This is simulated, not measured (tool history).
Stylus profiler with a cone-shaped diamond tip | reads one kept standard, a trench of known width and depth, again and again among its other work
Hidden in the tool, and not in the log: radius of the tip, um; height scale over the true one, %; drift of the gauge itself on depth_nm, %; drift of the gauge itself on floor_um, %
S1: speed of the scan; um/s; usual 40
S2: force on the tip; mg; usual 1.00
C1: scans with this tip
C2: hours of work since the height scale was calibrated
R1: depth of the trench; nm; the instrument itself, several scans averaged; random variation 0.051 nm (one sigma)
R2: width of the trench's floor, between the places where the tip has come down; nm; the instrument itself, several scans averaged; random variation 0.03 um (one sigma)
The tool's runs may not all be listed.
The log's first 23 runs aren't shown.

run 24 hour=284.4 | S1=48 S2=0.41 | C1=1985 C2=389 | R1=100.35 R2=98360
run 25 hour=301.3 | S1=34 S2=1.60 | C1=2037 C2=399 | R1=100.56 R2=98500
run 26 hour=312.9 | S1=38 S2=0.79 | C1=2073 C2=406 | R1=100.47 R2=98460
run 27 hour=323.2 | S1=38 S2=0.79 | C1=2104 C2=412 | R1=100.49 R2=98420
run 28 hour=340.9 | S1=38 S2=0.79 | C1=2159 C2=423 | R1=100.44 R2=98460
run 29 hour=353.7 | S1=42 S2=0.42 | C1=2198 C2=431 | R1=100.40 R2=98440
run 30 hour=369.1 | S1=42 S2=0.42 | C1=2246 C2=440 | R1=100.27 R2=98390
run 31 hour=381.3 | S1=42 S2=0.42 | C1=2283 C2=447 | R1=100.29 R2=98410
run 32 hour=392.5 | S1=42 S2=0.42 | C1=2318 C2=454 | R1=100.34 R2=98360
run 33 hour=407.6 | S1=42 S2=0.42 | C1=2364 C2=463 | R1=100.40 R2=98300
run 34 hour=421.9 | S1=87 S2=0.57 | C1=2408 C2=472 | R1=100.29 R2=98250
run 35 hour=431.2 | S1=27 S2=0.82 | C1=2437 C2=477 | R1=100.47 R2=98550
run 36 hour=446.0 | S1=40 S2=0.50 | C1=2482 C2=486 | R1=100.44 R2=98360
run 37 hour=460.6 | S1=40 S2=0.50 | C1=2527 C2=495 | R1=100.40 R2=98350
run 38 hour=472.1 | S1=41 S2=0.37 | C1=2562 C2=502 | R1=100.36 R2=98370
run 39 hour=482.7 | S1=35 S2=0.38 | C1=2595 C2=508 | R1=100.35 R2=98410
run 40 hour=499.3 | S1=15 S2=2.73 | C1=2646 C2=518 | R1=100.92 R2=98530
run 41 hour=514.6 | S1=15 S2=2.73 | C1=2693 C2=527 | R1=100.87 R2=98530
run 42 hour=532.9 | S1=43 S2=2.16 | C1=2750 C2=539 | R1=100.83 R2=98500
run 43 hour=550.1 | S1=43 S2=2.16 | C1=2803 C2=549 | R1=100.79 R2=98470

4 ways to go on from here, each from the tool as it stands after run 43. What would each give?
run A hour=566.0 | S1=25 S2=1.83 | C1=2851 C2=558 | R1=? R2=?
run B hour=566.0 | S1=143 S2=0.65 | C1=2851 C2=558 | R1=? R2=?
run C hour=566.0 | S1=43 S2=0.66 | C1=2851 C2=558 | R1=? R2=?
run D hour=566.0 | S1=40 S2=0.51 | C1=2851 C2=558 | R1=? R2=?

run=A R1=100.67 R2=98510
run=B R1=100.49 R2=98020
run=C R1=100.47 R2=98350
run=D R1=100.47 R2=98380
Without the tool's hidden state the same runs would have given:
run=A R1=100.52 R2=98560
run=B R1=100.34 R2=98070
run=C R1=100.33 R2=98400
run=D R1=100.32 R2=98430
